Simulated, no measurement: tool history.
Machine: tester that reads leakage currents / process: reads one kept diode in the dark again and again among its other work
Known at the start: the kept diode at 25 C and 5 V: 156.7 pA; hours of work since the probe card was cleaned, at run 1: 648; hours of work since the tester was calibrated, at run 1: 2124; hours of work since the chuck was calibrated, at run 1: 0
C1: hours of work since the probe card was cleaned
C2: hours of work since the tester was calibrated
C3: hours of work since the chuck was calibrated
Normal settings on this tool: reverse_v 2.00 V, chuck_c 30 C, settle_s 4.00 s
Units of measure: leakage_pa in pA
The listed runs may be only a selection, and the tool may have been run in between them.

Run 1, day 0.000: usual settings; C1 648; C2 2124; C3 0. Result: leakage_pa 151.49 pA.
Run 2, day 4.292: usual settings; C1 719; C2 2195; C3 71. Result: leakage_pa 151.25 pA.
Run 3, day 13.471: usual settings but settle_s 0.43 s; C1 870; C2 2347; C3 223. Result: leakage_pa 149.24 pA.
Run 4, day 19.700: usual settings but settle_s 0.43 s; C1 973; C2 2450; C3 326. Result: leakage_pa 147.23 pA.
At day 20.592: tester calibrated.
Run 5, day 27.825: usual settings but settle_s 0.43 s; C1 1106; C2 120; C3 458. Result: leakage_pa 147.32 pA.
At day 33.900: probe card cleaned and baked.
Run 6, day 36.471: usual settings but settle_s 0.43 s; C1 43; C2 260; C3 599. Result: leakage_pa 139.51 pA.
At day 40.567: tester calibrated, once more.
Run 7, day 42.167: usual settings but reverse_v 2.86 V, settle_s 2.20 s; C1 135; C2 26; C3 692. Result: leakage_pa 167.44 pA.
Run 8, day 47.804: usual settings but reverse_v 2.67 V, chuck_c 55 C, settle_s 1.61 s; C1 228; C2 120; C3 785. Result: leakage_pa 1393.94 pA.
Run 9, day 52.638: usual settings but chuck_c 40 C; C1 308; C2 199; C3 865. Result: leakage_pa 332.98 pA.
Run 10, day 56.538: usual settings but reverse_v 7.03 V, chuck_c 40 C, settle_s 3.12 s; C1 373; C2 264; C3 930. Result: leakage_pa 681.30 pA.
Run 11, day 65.392: usual settings but reverse_v 1.09 V, chuck_c 32 C, settle_s 0.45 s; C1 519; C2 410; C3 1076. Result: leakage_pa 111.53 pA.
Run 12, day 73.175: usual settings but reverse_v 1.09 V, chuck_c 32 C, settle_s 0.45 s; C1 648; C2 539; C3 1205. Result: leakage_pa 111.09 pA.

What if the next run were any one of these 4? Each begins from the tool's condition after run 12:
Run A, day 80.583: usual settings but reverse_v 7.02 V; C1 770; C2 661; C3 1327. Result: leakage_pa ?.
Run B, day 80.583: usual settings but reverse_v 15.71 V, chuck_c 22 C, settle_s 8.75 s; C1 770; C2 661; C3 1327. Result: leakage_pa ?.
Run C, day 80.583: usual settings but reverse_v 11.77 V, chuck_c 32 C, settle_s 0.45 s; C1 770; C2 661; C3 1327. Result: leakage_pa ?.
Run D, day 80.583: usual settings but reverse_v 1.09 V, chuck_c 23 C, settle_s 0.79 s; C1 770; C2 661; C3 1327. Result: leakage_pa ?.

run  leakage_pa
  A      271.26
  B      215.68
  C      442.63
  D       47.27
What these runs would have given with no unlogged condition in the tool:
run  leakage_pa
  A      306.72
  B      225.03
  C      498.21
  D       54.15
